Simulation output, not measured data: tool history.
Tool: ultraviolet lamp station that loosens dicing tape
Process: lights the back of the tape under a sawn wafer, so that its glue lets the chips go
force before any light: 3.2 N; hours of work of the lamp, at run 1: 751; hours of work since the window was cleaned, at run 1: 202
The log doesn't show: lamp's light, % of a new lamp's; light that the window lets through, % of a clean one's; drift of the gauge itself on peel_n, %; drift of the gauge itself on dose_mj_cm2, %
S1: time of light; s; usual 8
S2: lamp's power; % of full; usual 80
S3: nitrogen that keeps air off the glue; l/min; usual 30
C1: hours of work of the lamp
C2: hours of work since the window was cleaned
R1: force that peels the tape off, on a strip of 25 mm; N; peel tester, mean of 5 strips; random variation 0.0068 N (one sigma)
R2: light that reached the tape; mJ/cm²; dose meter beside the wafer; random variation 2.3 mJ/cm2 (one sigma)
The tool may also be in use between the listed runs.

run    hour  S1  S2  S3   C1   C2     R1   R2
  1     0.0   8  80  30  751  202  0.474  134
  2    22.6   8  80  30  761  212  0.492  134
       33.4  -- lamp changed
  3    58.4   8  80  30   11  228  0.253  201
  4   109.3   8  80  30   35  252  0.266  198
  5   140.0   8  80  30   49  266  0.258  194
  6   179.4   8  80  30   67  283  0.283  195
  7   221.8   8  80  29   86  303  0.291  193
  8   275.2   8  80  29  110  327  0.292  187
  9   307.5   8  80  30  125  342  0.286  185
 10   352.3   8  80  30  145  362  0.294  178
 11   393.2   8  80  30  164  381  0.307  178
 12   434.2   8  80  30  183  400  0.316  175
 13   472.3   8  80  30  200  417  0.314  171
      499.4  -- window cleaned of glue's vapour
 14   499.4   8  80  30  212    0  0.266  198
 15   529.9   8  80  43  226   14  0.239  193
 16   571.6   8  80  43  245   33  0.232  194
 17   617.3   8  74  30  266   54  0.331  171
 18   654.6  10  80  30  283   71  0.214  228
 19   706.7   8  80  47  307   94  0.238  179
 20   732.8   8  80  47  318  106  0.243  178
 21   785.6   8  80  30  343  130  0.316  174
 22   826.4   8  80  30  361  149  0.309  173
 23   855.9   9  86  30  375  162  0.248  206
 24   909.2   8  80  35  399  187  0.316  166
 25   950.7   8  80  35  418  206  0.302  167
 26   979.5  11  62  12  431  219  0.517  169
 27  1002.9  15  81  10  442  229  0.247  304
 28  1039.7   5  96  10  458  246  0.925  118
 29  1091.9   5  96  10  482  270  0.928  115
 30  1139.0   5  96  10  504  291  1.000  115
 31  1174.9   5  64  14  520  308  1.308   78
 32  1201.9  16  80  39  532  320  0.164  294
 33  1237.9  16  80  39  549  337  0.166  290
 34  1261.9  16  80  39  560  347  0.164  290
 35  1298.2   7  66  21  576  364  0.792  103
 36  1346.9   7  80  12  598  386  0.839  123
 37  1396.4   7  80  12  621  409  0.865  121
     1441.1  -- window cleaned of glue's vapour
 38  1445.0  14  89  38  643    2  0.168  298
 39  1475.3  14  89  38  657   16  0.171  298
 40  1518.6   7  70  30  676   35  0.607  114
 41  1540.7   9  86  15  686   45  0.447  176
 42  1567.5   8  87  42  699   58  0.319  159
 43  1595.1   8  87  42  711   70  0.325  158
 44  1624.6   8  80  19  725   84  0.557  140

Measured less the same run without the tool's hidden state. The same run-to-run variation is in both; the gauge's scatter may not be:
run      R1    R2
  1  +0.247   -84
  2  +0.255   -87
  3  +0.027   -18
  4  +0.034   -22
  5  +0.037   -24
  6  +0.044   -27
  7  +0.053   -30
  8  +0.059   -33
  9  +0.064   -36
 10  +0.069   -38
 11  +0.078   -41
 12  +0.087   -44
 13  +0.091   -46
 14  +0.036   -23
 15  +0.031   -25
 16  +0.035   -28
 17  +0.065   -29
 18  +0.032   -43
 19  +0.047   -38
 20  +0.052   -39
 21  +0.084   -43
 22  +0.089   -46
 23  +0.060   -58
 24  +0.098   -51
 25  +0.102   -55
 26  +0.188   -60
 27  +0.068  -110
 28  +0.314   -45
 29  +0.330   -48
 30  +0.368   -50
 31  +0.421   -34
 32  +0.013  -142
 33  +0.014  -146
 34  +0.015  -149
 35  +0.365   -55
 36  +0.398   -70
 37  +0.418   -73
 38  +0.013  -129
 39  +0.015  -133
 40  +0.270   -54
 41  +0.200   -88
 42  +0.128   -80
 43  +0.134   -84
 44  +0.276   -78
